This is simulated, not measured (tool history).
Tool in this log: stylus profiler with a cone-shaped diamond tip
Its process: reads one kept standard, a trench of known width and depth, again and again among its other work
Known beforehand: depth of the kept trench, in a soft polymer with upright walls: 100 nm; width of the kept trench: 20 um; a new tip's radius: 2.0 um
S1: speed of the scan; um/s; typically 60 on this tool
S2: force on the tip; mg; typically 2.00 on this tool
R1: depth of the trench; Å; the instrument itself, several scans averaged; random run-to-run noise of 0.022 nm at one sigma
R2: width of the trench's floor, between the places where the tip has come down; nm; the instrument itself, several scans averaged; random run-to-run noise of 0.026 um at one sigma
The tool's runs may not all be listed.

run   hour  S1    S2      R1     R2
  1    0.0  60  2.00  1009.2  18220
  2   23.9  60  2.00  1009.7  18220
  3   60.1  60  2.00  1009.5  18180
  4   89.4  60  4.58  1015.7  18330
  5  112.3  60  4.58  1015.7  18320
  6  146.5  60  0.72  1005.6  17850
  7  172.8  60  0.93  1006.3  17960
  8  209.0  60  2.32  1010.5  18190
  9  243.5  47  2.00  1009.9  18290
 10  274.6  47  2.00  1010.0  18270
 11  295.6  60  2.00  1010.2  18080
 12  329.0  60  2.00  1009.7  18160
 13  366.5  60  2.00  1009.8  18150
 14  389.9  60  2.00  1010.0  18140
 15  407.5  60  2.00  1010.1  18150
     410.8  -- height scale calibrated on a step standard
 16  442.3  60  2.00  1010.9  18120
 17  468.3  60  2.00  1010.6  18170
     475.7  -- height scale calibrated on a step standard, once more
 18  487.1  60  2.06  1008.5  18140
 19  507.5  60  2.00  1008.3  18140
 20  540.7  60  4.00  1013.3  18260
 21  570.0  60  4.00  1013.5  18220
 22  592.2  60  2.00  1008.8  18080
 23  612.5  60  2.00  1008.0  18080
 24  639.6  60  2.00  1008.7  18030
 25  675.5  24  1.13  1005.8  18290

Run 26 comes next. What will it give?
 26  704.1  47  1.57   ?   ?

{"run 26": {"R1": 1007.3, "R2": 18130}}
Had the tool carried no hidden state, the very same run would have given R1 1006.9 Å, R2 18390 nm.

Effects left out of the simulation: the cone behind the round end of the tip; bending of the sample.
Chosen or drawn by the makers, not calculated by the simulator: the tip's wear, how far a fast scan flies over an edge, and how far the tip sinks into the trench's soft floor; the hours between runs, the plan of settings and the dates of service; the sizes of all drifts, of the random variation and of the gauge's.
